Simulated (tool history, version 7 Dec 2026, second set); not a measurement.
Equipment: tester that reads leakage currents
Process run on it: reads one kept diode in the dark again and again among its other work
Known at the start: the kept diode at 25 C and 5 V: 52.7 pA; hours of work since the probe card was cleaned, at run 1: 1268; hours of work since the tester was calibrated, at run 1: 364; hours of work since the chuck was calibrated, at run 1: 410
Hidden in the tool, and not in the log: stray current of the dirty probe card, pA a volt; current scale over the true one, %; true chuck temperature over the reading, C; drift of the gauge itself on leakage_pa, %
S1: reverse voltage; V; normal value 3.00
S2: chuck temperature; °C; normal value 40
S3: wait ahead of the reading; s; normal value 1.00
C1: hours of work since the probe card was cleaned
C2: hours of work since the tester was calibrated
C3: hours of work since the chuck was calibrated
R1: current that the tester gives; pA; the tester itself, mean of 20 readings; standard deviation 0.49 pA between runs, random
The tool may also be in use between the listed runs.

Run 1, hour 0.0: usual settings; C1 1268; C2 364; C3 410. Result: R1 177.88 pA.
Run 2, hour 16.4: usual settings; C1 1275; C2 371; C3 418. Result: R1 178.43 pA.
Run 3, hour 54.3: usual settings; C1 1292; C2 388; C3 434. Result: R1 179.66 pA.
Run 4, hour 93.6: usual settings; C1 1309; C2 405; C3 451. Result: R1 178.37 pA.
Run 5, hour 116.8: usual settings but S2 35 °C; C1 1319; C2 415; C3 461. Result: R1 117.59 pA.
Run 6, hour 141.0: usual settings but S2 35 °C; C1 1330; C2 425; C3 472. Result: R1 118.06 pA.
Run 7, hour 161.2: usual settings but S2 35 °C; C1 1338; C2 434; C3 480. Result: R1 118.06 pA.
Run 8, hour 194.1: usual settings but S2 35 °C; C1 1353; C2 448; C3 495. Result: R1 118.39 pA.
Run 9, hour 227.9: usual settings but S2 35 °C; C1 1367; C2 463; C3 509. Result: R1 119.18 pA.
Run 10, hour 250.5: usual settings; C1 1377; C2 473; C3 519. Result: R1 182.29 pA.
Run 11, hour 274.5: usual settings; C1 1387; C2 483; C3 529. Result: R1 182.95 pA.
Run 12, hour 290.9: usual settings but S2 39 °C; C1 1394; C2 490; C3 537. Result: R1 168.26 pA.
Run 13, hour 317.6: usual settings but S2 31 °C; C1 1406; C2 502; C3 548. Result: R1 85.08 pA.
Run 14, hour 344.4: usual settings; C1 1418; C2 513; C3 560. Result: R1 183.48 pA.
Run 15, hour 367.4: usual settings; C1 1428; C2 523; C3 570. Result: R1 184.23 pA.
Run 16, hour 387.0: usual settings but S3 0.33 s; C1 1436; C2 532; C3 578. Result: R1 185.05 pA.
Run 17, hour 423.2: usual settings but S1 1.31 V, S2 31 °C; C1 1452; C2 548; C3 594. Result: R1 56.44 pA.
Run 18, hour 440.6: usual settings but S1 1.31 V, S2 31 °C; C1 1459; C2 555; C3 601. Result: R1 55.94 pA.
Run 19, hour 477.9: usual settings but S1 1.31 V, S2 31 °C; C1 1476; C2 571; C3 618. Result: R1 56.18 pA.
Run 20, hour 495.9: usual settings but S1 10.56 V, S2 30 °C, S3 1.99 s; C1 1483; C2 579; C3 625. Result: R1 153.51 pA.
Run 21, hour 518.0: usual settings but S1 10.56 V, S2 30 °C, S3 1.99 s; C1 1493; C2 589; C3 635. Result: R1 154.08 pA.
Run 22, hour 551.8: usual settings but S1 10.56 V, S2 27 °C, S3 3.32 s; C1 1508; C2 603; C3 650. Result: R1 120.02 pA.
Run 23, hour 573.0: usual settings but S1 6.54 V, S2 27 °C, S3 3.32 s; C1 1517; C2 612; C3 659. Result: R1 92.52 pA.
Run 24, hour 605.0: usual settings but S2 27 °C; C1 1531; C2 626; C3 673. Result: R1 61.49 pA.
Run 25, hour 636.5: usual settings but S2 27 °C; C1 1544; C2 640; C3 686. Result: R1 61.93 pA.
Run 26, hour 672.4: usual settings but S1 4.94 V, S2 27 °C; C1 1560; C2 656; C3 702. Result: R1 81.19 pA.
Run 27, hour 700.1: usual settings but S1 4.54 V, S2 42 °C; C1 1572; C2 668; C3 714. Result: R1 276.41 pA.
Run 28, hour 730.1: usual settings but S1 1.63 V, S2 38 °C, S3 4.16 s; C1 1585; C2 681; C3 727. Result: R1 116.94 pA.
Run 29, hour 753.9: usual settings but S1 3.21 V, S2 38 °C, S3 1.13 s; C1 1595; C2 691; C3 737. Result: R1 166.35 pA.
Run 30, hour 786.9: usual settings but S1 10.91 V, S2 28 °C, S3 0.79 s; C1 1610; C2 705; C3 752. Result: R1 139.42 pA.
Run 31, hour 823.4: usual settings but S1 12.80 V, S2 58 °C, S3 3.24 s; C1 1625; C2 721; C3 767. Result: R1 1659.83 pA.

Selected run-to-run steps in R1, each split into two signed amounts: the part the tool would show with no hidden state at all (from settings, incoming material and random variation), and the remainder, which goes to the hidden state together with any gauge scatter not common to the measured and the hidden-state-free results:
Run 19 -> 20: S1 1.31 -> 10.56, S2 31 -> 30, S3 1.00 -> 1.99. R1 +97.33 pA: hidden state +22.50, all else +74.83.
Run 26 -> 27: S1 4.94 -> 4.54, S2 27 -> 42. R1 +195.22 pA: hidden state +20.44, all else +174.78.
Run 27 -> 28: S1 4.54 -> 1.63, S2 42 -> 38, S3 1.00 -> 4.16. R1 -159.47 pA: hidden state -21.05, all else -138.42.
Run 30 -> 31: S1 10.91 -> 12.80, S2 28 -> 58, S3 0.79 -> 3.24. R1 +1520.41 pA: hidden state +164.88, all else +1355.53.
